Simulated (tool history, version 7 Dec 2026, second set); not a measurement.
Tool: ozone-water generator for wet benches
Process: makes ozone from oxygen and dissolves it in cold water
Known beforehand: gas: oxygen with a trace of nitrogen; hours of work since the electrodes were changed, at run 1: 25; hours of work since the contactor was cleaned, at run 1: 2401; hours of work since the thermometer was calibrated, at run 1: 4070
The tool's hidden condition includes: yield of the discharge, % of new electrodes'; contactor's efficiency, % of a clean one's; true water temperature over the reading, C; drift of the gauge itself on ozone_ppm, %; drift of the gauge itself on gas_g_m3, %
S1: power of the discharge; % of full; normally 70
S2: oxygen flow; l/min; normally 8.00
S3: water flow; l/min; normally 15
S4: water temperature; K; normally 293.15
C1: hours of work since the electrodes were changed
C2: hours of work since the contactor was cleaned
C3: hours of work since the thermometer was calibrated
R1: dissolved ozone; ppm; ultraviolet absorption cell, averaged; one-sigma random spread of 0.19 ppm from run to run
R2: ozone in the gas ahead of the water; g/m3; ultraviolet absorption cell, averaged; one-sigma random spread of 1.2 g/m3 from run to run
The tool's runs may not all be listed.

| run | hour | S1 | S2 | S3 | S4 | C1 | C2 | C3 | R1 | R2 |
|---|---|---|---|---|---|---|---|---|---|---|
| 1 | 0.0 | 70 | 8.00 | 15 | 293.15 | 25 | 2401 | 4070 | 26.2 | 218.1 |
| 2 | 34.9 | 70 | 4.62 | 15 | 293.15 | 47 | 2423 | 4092 | 30.1 | 314.7 |
| 3 | 71.3 | 70 | 8.00 | 15 | 293.15 | 70 | 2446 | 4115 | 26.4 | 219.1 |
| 4 | 109.2 | 70 | 8.00 | 15 | 293.15 | 93 | 2470 | 4138 | 26.1 | 217.2 |
| 5 | 150.2 | 70 | 8.00 | 15 | 293.15 | 119 | 2496 | 4164 | 26.0 | 218.0 |
| 6 | 178.0 | 70 | 8.00 | 15 | 293.15 | 137 | 2513 | 4182 | 26.2 | 217.9 |
| 7 | 223.6 | 70 | 8.00 | 14 | 293.15 | 165 | 2542 | 4210 | 27.4 | 219.4 |
| 8 | 262.3 | 70 | 8.00 | 14 | 293.15 | 190 | 2566 | 4235 | 27.4 | 218.9 |
| 9 | 288.7 | 70 | 8.00 | 15 | 293.15 | 206 | 2582 | 4251 | 25.9 | 216.5 |
| 10 | 327.6 | 70 | 7.48 | 15 | 293.15 | 231 | 2607 | 4276 | 26.4 | 226.9 |
| 11 | 353.3 | 70 | 7.48 | 15 | 293.15 | 247 | 2623 | 4292 | 26.5 | 229.1 |
| 12 | 385.2 | 70 | 5.63 | 15 | 293.15 | 267 | 2643 | 4312 | 28.6 | 274.8 |
| 13 | 415.3 | 70 | 5.63 | 15 | 293.15 | 286 | 2662 | 4331 | 28.8 | 275.4 |
| 14 | 463.7 | 70 | 5.63 | 15 | 293.15 | 316 | 2692 | 4361 | 28.5 | 275.1 |
| 15 | 498.7 | 70 | 5.63 | 15 | 293.15 | 338 | 2714 | 4383 | 28.3 | 276.8 |
| 16 | 542.5 | 70 | 8.00 | 15 | 293.15 | 366 | 2742 | 4410 | 25.5 | 218.6 |
| 17 | 574.0 | 70 | 8.00 | 15 | 293.15 | 385 | 2762 | 4430 | 25.8 | 216.2 |

What does the tool deliver on the next run?
| 18 | 607.3 | 70 | 4.06 | 15 | 293.15 | 406 | 2783 | 4451 | ? | ? |

{"run 18": {"R1": 30.6, "R2": 340.9}}
If the tool had no hidden condition, the same run with the same run-to-run variation would have returned R1 32.0 ppm, R2 343.9 g/m3.

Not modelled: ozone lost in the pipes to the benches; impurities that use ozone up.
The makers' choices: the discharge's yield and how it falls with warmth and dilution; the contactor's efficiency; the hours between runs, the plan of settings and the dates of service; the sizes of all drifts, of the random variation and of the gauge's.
